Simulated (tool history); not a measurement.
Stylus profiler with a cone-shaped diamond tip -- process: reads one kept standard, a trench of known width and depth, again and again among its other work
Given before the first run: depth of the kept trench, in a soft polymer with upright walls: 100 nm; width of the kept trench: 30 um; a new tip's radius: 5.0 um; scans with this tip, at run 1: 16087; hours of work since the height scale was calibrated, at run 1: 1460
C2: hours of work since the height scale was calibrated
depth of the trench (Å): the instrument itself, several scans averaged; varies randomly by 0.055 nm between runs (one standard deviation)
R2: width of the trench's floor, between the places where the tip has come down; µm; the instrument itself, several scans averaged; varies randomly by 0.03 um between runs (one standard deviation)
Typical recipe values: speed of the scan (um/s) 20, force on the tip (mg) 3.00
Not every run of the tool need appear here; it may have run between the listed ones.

run 1 hour=0.0 | speed_of_the_scan_(um/s)=20 force_on_the_tip_(mg)=3.00 | scans_with_this_tip=16087 C2=1460 | depth_of_the_trench_(Å)=1023.0 R2=27.25
run 2 hour=81.0 | speed_of_the_scan_(um/s)=20 force_on_the_tip_(mg)=3.00 | scans_with_this_tip=16640 C2=1510 | depth_of_the_trench_(Å)=1022.6 R2=27.19
run 3 hour=161.4 | speed_of_the_scan_(um/s)=17 force_on_the_tip_(mg)=3.00 | scans_with_this_tip=17191 C2=1560 | depth_of_the_trench_(Å)=1023.8 R2=27.17
run 4 hour=223.7 | speed_of_the_scan_(um/s)=17 force_on_the_tip_(mg)=3.00 | scans_with_this_tip=17616 C2=1598 | depth_of_the_trench_(Å)=1022.6 R2=27.12
run 5 hour=280.8 | speed_of_the_scan_(um/s)=20 force_on_the_tip_(mg)=8.73 | scans_with_this_tip=18006 C2=1634 | depth_of_the_trench_(Å)=1041.8 R2=27.17
run 6 hour=315.5 | speed_of_the_scan_(um/s)=20 force_on_the_tip_(mg)=8.73 | scans_with_this_tip=18244 C2=1655 | depth_of_the_trench_(Å)=1043.2 R2=27.17
run 7 hour=380.3 | speed_of_the_scan_(um/s)=20 force_on_the_tip_(mg)=8.73 | scans_with_this_tip=18687 C2=1696 | depth_of_the_trench_(Å)=1043.7 R2=27.10
run 8 hour=461.7 | speed_of_the_scan_(um/s)=20 force_on_the_tip_(mg)=8.73 | scans_with_this_tip=19243 C2=1746 | depth_of_the_trench_(Å)=1043.0 R2=27.18
run 9 hour=507.1 | speed_of_the_scan_(um/s)=20 force_on_the_tip_(mg)=8.73 | scans_with_this_tip=19554 C2=1774 | depth_of_the_trench_(Å)=1043.6 R2=27.11
run 10 hour=555.7 | speed_of_the_scan_(um/s)=20 force_on_the_tip_(mg)=8.73 | scans_with_this_tip=19887 C2=1804 | depth_of_the_trench_(Å)=1043.0 R2=27.10
run 11 hour=619.1 | speed_of_the_scan_(um/s)=15 force_on_the_tip_(mg)=3.00 | scans_with_this_tip=20320 C2=1844 | depth_of_the_trench_(Å)=1024.6 R2=27.07
run 12 hour=700.5 | speed_of_the_scan_(um/s)=15 force_on_the_tip_(mg)=3.00 | scans_with_this_tip=20876 C2=1894 | depth_of_the_trench_(Å)=1023.1 R2=27.12
-- hour=704.6 height scale calibrated on a step standard
run 13 hour=751.1 | speed_of_the_scan_(um/s)=9 force_on_the_tip_(mg)=3.00 | scans_with_this_tip=21219 C2=29 | depth_of_the_trench_(Å)=1026.7 R2=27.04
run 14 hour=810.6 | speed_of_the_scan_(um/s)=34 force_on_the_tip_(mg)=3.00 | scans_with_this_tip=21626 C2=66 | depth_of_the_trench_(Å)=1026.3 R2=26.97
run 15 hour=879.4 | speed_of_the_scan_(um/s)=34 force_on_the_tip_(mg)=3.00 | scans_with_this_tip=22096 C2=108 | depth_of_the_trench_(Å)=1026.6 R2=26.99
run 16 hour=932.4 | speed_of_the_scan_(um/s)=55 force_on_the_tip_(mg)=3.00 | scans_with_this_tip=22459 C2=141 | depth_of_the_trench_(Å)=1025.4 R2=26.86
run 17 hour=992.2 | speed_of_the_scan_(um/s)=55 force_on_the_tip_(mg)=3.00 | scans_with_this_tip=22867 C2=178 | depth_of_the_trench_(Å)=1026.0 R2=26.89
-- hour=1013.2 height scale calibrated on a step standard, once more
run 18 hour=1037.9 | speed_of_the_scan_(um/s)=20 force_on_the_tip_(mg)=3.00 | scans_with_this_tip=23177 C2=15 | depth_of_the_trench_(Å)=1018.5 R2=26.93
run 19 hour=1099.4 | speed_of_the_scan_(um/s)=20 force_on_the_tip_(mg)=3.00 | scans_with_this_tip=23597 C2=53 | depth_of_the_trench_(Å)=1016.4 R2=26.98
run 20 hour=1171.1 | speed_of_the_scan_(um/s)=20 force_on_the_tip_(mg)=3.00 | scans_with_this_tip=24088 C2=98 | depth_of_the_trench_(Å)=1018.6 R2=26.94
run 21 hour=1231.1 | speed_of_the_scan_(um/s)=20 force_on_the_tip_(mg)=3.00 | scans_with_this_tip=24498 C2=135 | depth_of_the_trench_(Å)=1018.8 R2=26.85
run 22 hour=1292.8 | speed_of_the_scan_(um/s)=59 force_on_the_tip_(mg)=3.00 | scans_with_this_tip=24919 C2=173 | depth_of_the_trench_(Å)=1018.8 R2=26.81
run 23 hour=1331.1 | speed_of_the_scan_(um/s)=59 force_on_the_tip_(mg)=3.00 | scans_with_this_tip=25182 C2=197 | depth_of_the_trench_(Å)=1018.1 R2=26.80
run 24 hour=1371.4 | speed_of_the_scan_(um/s)=7 force_on_the_tip_(mg)=3.69 | scans_with_this_tip=25457 C2=222 | depth_of_the_trench_(Å)=1020.8 R2=26.93
run 25 hour=1422.0 | speed_of_the_scan_(um/s)=58 force_on_the_tip_(mg)=5.70 | scans_with_this_tip=25803 C2=254 | depth_of_the_trench_(Å)=1029.4 R2=26.75
run 26 hour=1463.4 | speed_of_the_scan_(um/s)=58 force_on_the_tip_(mg)=5.70 | scans_with_this_tip=26087 C2=279 | depth_of_the_trench_(Å)=1028.6 R2=26.82
run 27 hour=1519.4 | speed_of_the_scan_(um/s)=58 force_on_the_tip_(mg)=5.70 | scans_with_this_tip=26469 C2=314 | depth_of_the_trench_(Å)=1029.1 R2=26.82
run 28 hour=1565.8 | speed_of_the_scan_(um/s)=58 force_on_the_tip_(mg)=5.70 | scans_with_this_tip=26786 C2=343 | depth_of_the_trench_(Å)=1029.1 R2=26.80
run 29 hour=1627.0 | speed_of_the_scan_(um/s)=30 force_on_the_tip_(mg)=2.99 | scans_with_this_tip=27205 C2=381 | depth_of_the_trench_(Å)=1019.3 R2=26.86
run 30 hour=1688.7 | speed_of_the_scan_(um/s)=28 force_on_the_tip_(mg)=2.91 | scans_with_this_tip=27627 C2=419 | depth_of_the_trench_(Å)=1017.9 R2=26.80
run 31 hour=1726.1 | speed_of_the_scan_(um/s)=28 force_on_the_tip_(mg)=4.77 | scans_with_this_tip=27883 C2=442 | depth_of_the_trench_(Å)=1025.5 R2=26.77
run 32 hour=1759.0 | speed_of_the_scan_(um/s)=28 force_on_the_tip_(mg)=4.77 | scans_with_this_tip=28108 C2=463 | depth_of_the_trench_(Å)=1026.1 R2=26.81
run 33 hour=1824.9 | speed_of_the_scan_(um/s)=53 force_on_the_tip_(mg)=1.14 | scans_with_this_tip=28558 C2=504 | depth_of_the_trench_(Å)=1010.6 R2=26.59
run 34 hour=1897.9 | speed_of_the_scan_(um/s)=53 force_on_the_tip_(mg)=1.14 | scans_with_this_tip=29057 C2=549 | depth_of_the_trench_(Å)=1011.6 R2=26.59
run 35 hour=1947.7 | speed_of_the_scan_(um/s)=53 force_on_the_tip_(mg)=1.14 | scans_with_this_tip=29397 C2=580 | depth_of_the_trench_(Å)=1011.0 R2=26.60
run 36 hour=1983.4 | speed_of_the_scan_(um/s)=18 force_on_the_tip_(mg)=7.07 | scans_with_this_tip=29642 C2=602 | depth_of_the_trench_(Å)=1033.3 R2=26.78
-- hour=2001.2 new tip fitted, height scale calibrated
run 37 hour=2025.7 | speed_of_the_scan_(um/s)=18 force_on_the_tip_(mg)=7.07 | scans_with_this_tip=167 C2=15 | depth_of_the_trench_(Å)=1033.3 R2=28.00
run 38 hour=2073.9 | speed_of_the_scan_(um/s)=39 force_on_the_tip_(mg)=2.66 | scans_with_this_tip=497 C2=45 | depth_of_the_trench_(Å)=1017.1 R2=27.92
run 39 hour=2128.7 | speed_of_the_scan_(um/s)=39 force_on_the_tip_(mg)=2.66 | scans_with_this_tip=872 C2=79 | depth_of_the_trench_(Å)=1016.5 R2=27.92
run 40 hour=2200.8 | speed_of_the_scan_(um/s)=39 force_on_the_tip_(mg)=2.66 | scans_with_this_tip=1365 C2=124 | depth_of_the_trench_(Å)=1017.8 R2=27.85
run 41 hour=2255.3 | speed_of_the_scan_(um/s)=39 force_on_the_tip_(mg)=2.66 | scans_with_this_tip=1737 C2=158 | depth_of_the_trench_(Å)=1017.2 R2=27.82
run 42 hour=2308.2 | speed_of_the_scan_(um/s)=45 force_on_the_tip_(mg)=6.82 | scans_with_this_tip=2099 C2=191 | depth_of_the_trench_(Å)=1032.3 R2=27.84

Run 43 comes next. What will it give?
run 43 hour=2346.8 | speed_of_the_scan_(um/s)=9 force_on_the_tip_(mg)=3.97 | scans_with_this_tip=2363 C2=214 | depth_of_the_trench_(Å)=? R2=?

Logged for run 43: depth of the trench (Å) 1021.6, R2 27.90 µm.
Take away the tool's hidden state, keep the run-to-run variation as it was, and the same run would have given depth of the trench (Å) 1021.2, R2 28.00 µm.

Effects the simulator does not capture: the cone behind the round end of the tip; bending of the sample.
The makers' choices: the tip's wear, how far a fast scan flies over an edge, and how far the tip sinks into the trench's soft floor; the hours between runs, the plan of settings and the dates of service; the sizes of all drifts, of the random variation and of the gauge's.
